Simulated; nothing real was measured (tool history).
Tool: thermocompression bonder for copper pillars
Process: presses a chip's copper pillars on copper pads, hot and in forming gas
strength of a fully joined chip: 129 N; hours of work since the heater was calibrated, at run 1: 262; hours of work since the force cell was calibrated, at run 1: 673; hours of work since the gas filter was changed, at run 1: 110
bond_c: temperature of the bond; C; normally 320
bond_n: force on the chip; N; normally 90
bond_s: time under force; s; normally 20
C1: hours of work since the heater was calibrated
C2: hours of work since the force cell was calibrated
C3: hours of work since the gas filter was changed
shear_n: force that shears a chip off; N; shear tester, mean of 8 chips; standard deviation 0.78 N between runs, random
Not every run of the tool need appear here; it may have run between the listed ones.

Run 1, hour 0.0: usual settings; C1 262; C2 673; C3 110. Result: shear_n 68.1 N.
Run 2, hour 9.6: usual settings; C1 266; C2 678; C3 114. Result: shear_n 67.8 N.
Run 3, hour 15.7: usual settings; C1 269; C2 681; C3 117. Result: shear_n 66.2 N.
Run 4, hour 23.0: usual settings; C1 273; C2 684; C3 121. Result: shear_n 67.9 N.
Run 5, hour 30.3: usual settings; C1 277; C2 688; C3 124. Result: shear_n 66.3 N.
Run 6, hour 42.5: usual settings but bond_s 11 s; C1 283; C2 694; C3 130. Result: shear_n 55.1 N.
Run 7, hour 48.9: usual settings but bond_c 331 C, bond_s 11 s; C1 286; C2 697; C3 133. Result: shear_n 62.2 N.
Run 8, hour 59.5: usual settings but bond_c 331 C, bond_s 11 s; C1 291; C2 702; C3 139. Result: shear_n 61.3 N.
Run 9, hour 70.3: usual settings but bond_c 331 C, bond_s 11 s; C1 296; C2 707; C3 144. Result: shear_n 62.0 N.
Run 10, hour 79.3: usual settings but bond_c 331 C, bond_s 11 s; C1 301; C2 712; C3 148. Result: shear_n 60.9 N.
Run 11, hour 92.5: usual settings but bond_c 331 C, bond_s 11 s; C1 307; C2 718; C3 155. Result: shear_n 61.7 N.
At hour 98.9: forming gas filter changed.
Run 12, hour 103.0: usual settings but bond_n 134 N; C1 312; C2 723; C3 2. Result: shear_n 87.2 N.
Run 13, hour 114.3: usual settings but bond_c 342 C, bond_n 83 N, bond_s 38 s; C1 317; C2 729; C3 8. Result: shear_n 100.2 N.
Run 14, hour 124.5: usual settings but bond_c 342 C, bond_n 94 N, bond_s 26 s; C1 322; C2 734; C3 13. Result: shear_n 96.9 N.
Run 15, hour 133.2: usual settings but bond_c 345 C, bond_n 91 N, bond_s 33 s; C1 327; C2 738; C3 17. Result: shear_n 101.4 N.
Run 16, hour 140.1: usual settings but bond_c 345 C, bond_n 91 N, bond_s 33 s; C1 330; C2 741; C3 20. Result: shear_n 100.8 N.
Run 17, hour 149.8: usual settings but bond_c 328 C, bond_n 60 N, bond_s 11 s; C1 335; C2 746; C3 25. Result: shear_n 50.9 N.
Run 18, hour 160.0: usual settings but bond_c 328 C, bond_n 60 N, bond_s 11 s; C1 340; C2 751; C3 30. Result: shear_n 50.5 N.
Run 19, hour 171.0: usual settings but bond_c 303 C, bond_n 55 N, bond_s 10 s; C1 345; C2 757; C3 35. Result: shear_n 32.4 N.
Run 20, hour 182.0: usual settings but bond_c 340 C, bond_n 60 N, bond_s 26 s; C1 351; C2 762; C3 41. Result: shear_n 76.7 N.
Run 21, hour 193.9: usual settings but bond_c 294 C, bond_s 55 s; C1 356; C2 768; C3 47. Result: shear_n 74.5 N.
Run 22, hour 206.9: usual settings but bond_n 76 N, bond_s 19 s; C1 363; C2 774; C3 53. Result: shear_n 64.0 N.
Run 23, hour 212.5: usual settings but bond_c 339 C, bond_n 110 N, bond_s 26 s; C1 365; C2 777; C3 56. Result: shear_n 94.9 N.
Run 24, hour 222.9: usual settings but bond_n 102 N, bond_s 31 s; C1 371; C2 782; C3 61. Result: shear_n 84.4 N.

Subtracting, for every run, the result it would have given without the tool's unlogged condition from the measured result gives the following. The same run-to-run variation enters both numbers; the gauge's scatter may not:
Hidden state at play: true temperature of the bond over the reading, C; force that reaches the chip, % of what is set; oxide that the forming gas leaves, % of the face; drift of the gauge itself on shear_n, %.
run  shear_n
  1     -6.3
  2     -6.6
  3     -6.4
  4     -6.8
  5     -6.9
  6     -6.0
  7     -6.9
  8     -7.0
  9     -7.4
 10     -7.5
 11     -7.8
 12     -1.4
 13     -1.7
 14     -2.0
 15     -2.2
 16     -2.4
 17     -1.9
 18     -2.0
 19     -1.5
 20     -3.2
 21     -3.5
 22     -3.3
 23     -4.5
 24     -4.4
